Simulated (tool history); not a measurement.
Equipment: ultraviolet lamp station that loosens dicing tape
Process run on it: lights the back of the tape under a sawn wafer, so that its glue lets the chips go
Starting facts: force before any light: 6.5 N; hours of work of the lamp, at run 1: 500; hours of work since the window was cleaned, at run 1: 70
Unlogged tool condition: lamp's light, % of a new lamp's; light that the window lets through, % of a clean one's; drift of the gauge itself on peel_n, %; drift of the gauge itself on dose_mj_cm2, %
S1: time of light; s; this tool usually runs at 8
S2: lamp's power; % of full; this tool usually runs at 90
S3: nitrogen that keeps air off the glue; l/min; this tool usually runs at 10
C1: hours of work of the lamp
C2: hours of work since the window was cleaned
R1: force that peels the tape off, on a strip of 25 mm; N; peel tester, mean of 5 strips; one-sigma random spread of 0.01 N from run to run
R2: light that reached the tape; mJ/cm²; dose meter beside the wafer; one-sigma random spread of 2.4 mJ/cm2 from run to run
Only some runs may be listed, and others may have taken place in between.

Run 1, hour 0.0: usual settings; C1 500; C2 70. Result: R1 0.501 N, R2 227 mJ/cm².
Run 2, hour 46.7: usual settings; C1 526; C2 96. Result: R1 0.516 N, R2 225 mJ/cm².
Run 3, hour 85.5: usual settings; C1 548; C2 118. Result: R1 0.521 N, R2 229 mJ/cm².
Run 4, hour 133.8: usual settings; C1 575; C2 146. Result: R1 0.528 N, R2 221 mJ/cm².
Run 5, hour 188.6: usual settings but S2 72 % of full; C1 606; C2 177. Result: R1 0.823 N, R2 174 mJ/cm².
Run 6, hour 231.1: usual settings; C1 630; C2 201. Result: R1 0.499 N, R2 220 mJ/cm².
Run 7, hour 265.6: usual settings; C1 650; C2 220. Result: R1 0.516 N, R2 220 mJ/cm².
Run 8, hour 289.4: usual settings but S3 12 l/min; C1 663; C2 234. Result: R1 0.463 N, R2 219 mJ/cm².
Run 9, hour 343.3: usual settings but S3 12 l/min; C1 694; C2 264. Result: R1 0.463 N, R2 216 mJ/cm².
Run 10, hour 379.5: usual settings but S1 10 s, S2 62 % of full, S3 6 l/min; C1 714; C2 284. Result: R1 1.030 N, R2 191 mJ/cm².
Run 11, hour 430.9: usual settings but S1 12 s, S2 72 % of full, S3 15 l/min; C1 743; C2 313. Result: R1 0.320 N, R2 255 mJ/cm².
Run 12, hour 483.4: usual settings but S1 4 s, S2 77 % of full, S3 6 l/min; C1 773; C2 343. Result: R1 2.597 N, R2 89 mJ/cm².
Run 13, hour 515.4: usual settings but S3 11 l/min; C1 791; C2 361. Result: R1 0.535 N, R2 210 mJ/cm².
Run 14, hour 550.2: usual settings but S2 81 % of full, S3 11 l/min; C1 811; C2 381. Result: R1 0.624 N, R2 192 mJ/cm².
Run 15, hour 586.5: usual settings but S1 4 s, S2 73 % of full, S3 13 l/min; C1 831; C2 401. Result: R1 2.026 N, R2 83 mJ/cm².
Run 16, hour 625.2: usual settings but S1 4 s, S2 73 % of full, S3 13 l/min; C1 853; C2 423. Result: R1 1.959 N, R2 82 mJ/cm².
Run 17, hour 671.4: usual settings but S1 13 s; C1 879; C2 449. Result: R1 0.265 N, R2 337 mJ/cm².

Branching from run 17: 4 alternative next runs. What would each branch give?
Run A, hour 725.1: usual settings but S1 13 s, S3 4 l/min; C1 909; C2 480. Result: R1 ?, R2 ?.
Run B, hour 725.1: usual settings but S1 5 s; C1 909; C2 480. Result: R1 ?, R2 ?.
Run C, hour 725.1: usual settings but S2 80 % of full, S3 12 l/min; C1 909; C2 480. Result: R1 ?, R2 ?.
Run D, hour 725.1: usual settings but S2 94 % of full, S3 11 l/min; C1 909; C2 480. Result: R1 ?, R2 ?.

run     R1   R2
  A  0.477  342
  B  1.300  133
  C  0.634  184
  D  0.499  214
With the hidden condition removed and each run's random variation left untouched, the same runs would have given:
run     R1   R2
  A  0.349  407
  B  0.985  158
  C  0.457  220
  D  0.364  256
